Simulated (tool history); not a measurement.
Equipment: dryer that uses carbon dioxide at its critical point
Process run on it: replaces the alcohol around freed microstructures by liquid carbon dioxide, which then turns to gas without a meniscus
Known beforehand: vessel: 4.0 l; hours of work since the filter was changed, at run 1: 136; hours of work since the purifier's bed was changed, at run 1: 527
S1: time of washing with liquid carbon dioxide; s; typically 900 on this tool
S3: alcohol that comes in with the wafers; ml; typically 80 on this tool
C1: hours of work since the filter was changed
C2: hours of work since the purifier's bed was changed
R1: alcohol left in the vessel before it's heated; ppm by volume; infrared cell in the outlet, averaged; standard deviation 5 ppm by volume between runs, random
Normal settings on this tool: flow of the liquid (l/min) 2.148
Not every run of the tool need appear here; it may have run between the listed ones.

run 1 hour=0 | S1=900 flow_of_the_liquid_(l/min)=2.148 S3=80 | C1=136 C2=527 | R1=238
run 2 hour=26.6 | S1=900 flow_of_the_liquid_(l/min)=2.148 S3=44 | C1=150 C2=540 | R1=232
run 3 hour=47.4 | S1=900 flow_of_the_liquid_(l/min)=2.148 S3=44 | C1=160 C2=551 | R1=245
run 4 hour=63.5 | S1=900 flow_of_the_liquid_(l/min)=2.148 S3=44 | C1=168 C2=559 | R1=243
run 5 hour=79.6 | S1=900 flow_of_the_liquid_(l/min)=2.148 S3=80 | C1=177 C2=567 | R1=259
run 6 hour=107.2 | S1=900 flow_of_the_liquid_(l/min)=2.148 S3=80 | C1=191 C2=581 | R1=257
run 7 hour=130.8 | S1=900 flow_of_the_liquid_(l/min)=2.148 S3=80 | C1=203 C2=593 | R1=266
-- hour=152.6 purifier's bed changed
run 8 hour=160.7 | S1=900 flow_of_the_liquid_(l/min)=2.41 S3=61 | C1=217 C2=4 | R1=14
run 9 hour=186.9 | S1=1200 flow_of_the_liquid_(l/min)=2.148 S3=21 | C1=230 C2=18 | R1=19
run 10 hour=198.1 | S1=1260 flow_of_the_liquid_(l/min)=3.32 S3=39 | C1=236 C2=23 | R1=16

Branching from run 10: 4 alternative next runs. What would each branch give?
run A hour=223.2 | S1=1080 flow_of_the_liquid_(l/min)=1.68 S3=35 | C1=249 C2=36 | R1=?
run B hour=223.2 | S1=960 flow_of_the_liquid_(l/min)=2.65 S3=56 | C1=249 C2=36 | R1=?
run C hour=223.2 | S1=1260 flow_of_the_liquid_(l/min)=2.94 S3=39 | C1=249 C2=36 | R1=?
run D hour=223.2 | S1=900 flow_of_the_liquid_(l/min)=3.27 S3=80 | C1=249 C2=36 | R1=?

run=A R1=36
run=B R1=17
run=C R1=14
run=D R1=16
With the hidden condition removed and each run's random variation left untouched, the same runs would have given:
run=A R1=12
run=B R1=2
run=C R1=0
run=D R1=1

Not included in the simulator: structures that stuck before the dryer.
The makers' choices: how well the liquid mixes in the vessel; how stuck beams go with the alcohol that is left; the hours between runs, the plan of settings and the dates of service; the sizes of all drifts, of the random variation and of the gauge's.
